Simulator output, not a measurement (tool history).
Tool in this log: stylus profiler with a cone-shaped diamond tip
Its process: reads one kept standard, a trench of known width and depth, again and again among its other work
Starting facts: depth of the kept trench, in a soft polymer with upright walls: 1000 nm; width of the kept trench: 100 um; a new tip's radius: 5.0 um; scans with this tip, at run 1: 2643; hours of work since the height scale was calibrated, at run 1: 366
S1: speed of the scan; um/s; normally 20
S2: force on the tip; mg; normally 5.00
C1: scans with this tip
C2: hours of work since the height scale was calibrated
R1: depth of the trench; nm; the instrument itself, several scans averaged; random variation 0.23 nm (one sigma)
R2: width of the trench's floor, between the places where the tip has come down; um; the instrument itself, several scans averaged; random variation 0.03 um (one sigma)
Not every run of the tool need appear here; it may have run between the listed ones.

run    hour  S1     S2    C1   C2       R1     R2
  1     0.0  20   5.00  2643  366  1026.24  93.71
  2    20.5  20   5.00  2748  381  1026.46  93.71
  3    57.6  20   5.00  2941  407  1026.12  93.70
  4    97.5  20   3.66  3146  436  1021.67  93.59
  5   133.1  20   3.66  3330  461  1022.15  93.59
  6   161.6  24   5.00  3477  482  1026.86  93.59
  7   184.8  24   5.00  3598  498  1026.98  93.56
  8   206.7  24   5.00  3711  514  1027.25  93.49
  9   248.1  24   5.00  3924  544  1027.21  93.52
 10   271.6  20   5.00  4046  560  1027.20  93.49
 11   307.9  20   5.00  4233  586  1027.34  93.48
 12   334.0  20   5.00  4368  605  1027.27  93.51
 13   374.0  20   3.79  4575  634  1022.97  93.49
 14   402.2  20   3.79  4721  654  1022.82  93.40
 15   424.7  20   3.79  4837  670  1023.29  93.42
 16   465.2  20   3.79  5046  699  1023.05  93.42
 17   506.7  20   3.79  5261  729  1023.49  93.35
 18   526.3  20   3.79  5362  743  1023.34  93.34
      528.8  -- height scale calibrated on a step standard
 19   558.6  20   3.79  5526   21  1024.78  93.38
 20   601.0  14   3.12  5745   52  1023.04  93.34
 21   641.0  52   5.00  5952   80  1029.60  93.10
 22   662.4  50   3.57  6062   96  1024.32  93.10
 23   705.2  61   2.62  6283  126  1021.33  93.01
      708.4  -- height scale calibrated on a step standard, once more
 24   734.9  61   2.62  6434   19  1016.57  92.98
 25   769.4  18   6.66  6613   44  1030.40  93.18
 26   802.5  50   8.42  6783   67  1035.74  93.16
 27   839.6  50   8.42  6975   94  1036.15  93.12
 28   871.3  13   8.42  7139  117  1036.38  93.23
 29   898.1  13   8.42  7277  136  1036.07  93.17
 30   936.1  70  14.60  7473  163  1052.08  93.02
 31   958.5  52   5.00  7589  179  1025.83  92.98
 32  1000.7  52   5.00  7807  209  1026.16  92.93
 33  1039.9   5  10.00  8010  237  1040.54  93.10
 34  1073.3   8   4.27  8182  261  1023.92  93.10
 35  1091.8   8   4.27  8278  274  1023.72  93.12
 36  1128.3   6  12.95  8467  301  1048.54  93.03
 37  1171.8   6   9.60  8691  332  1039.92  93.07

Predict each of these 4 candidate next runs independently; none follows another, all start after run 37:
  A  1192.2  27   3.30  8797  346   ?   ?
  B  1192.2  29   7.80  8797  346   ?   ?
  C  1192.2   6  10.69  8797  346   ?   ?
  D  1192.2   9   5.49  8797  346   ?   ?

run       R1     R2
  A  1020.35  92.94
  B  1035.37  92.95
  C  1043.15  93.04
  D  1028.24  93.05
Without the tool's hidden state the same runs would have given:
run       R1     R2
  A  1018.94  93.89
  B  1033.95  93.89
  C  1041.72  93.98
  D  1026.82  93.99

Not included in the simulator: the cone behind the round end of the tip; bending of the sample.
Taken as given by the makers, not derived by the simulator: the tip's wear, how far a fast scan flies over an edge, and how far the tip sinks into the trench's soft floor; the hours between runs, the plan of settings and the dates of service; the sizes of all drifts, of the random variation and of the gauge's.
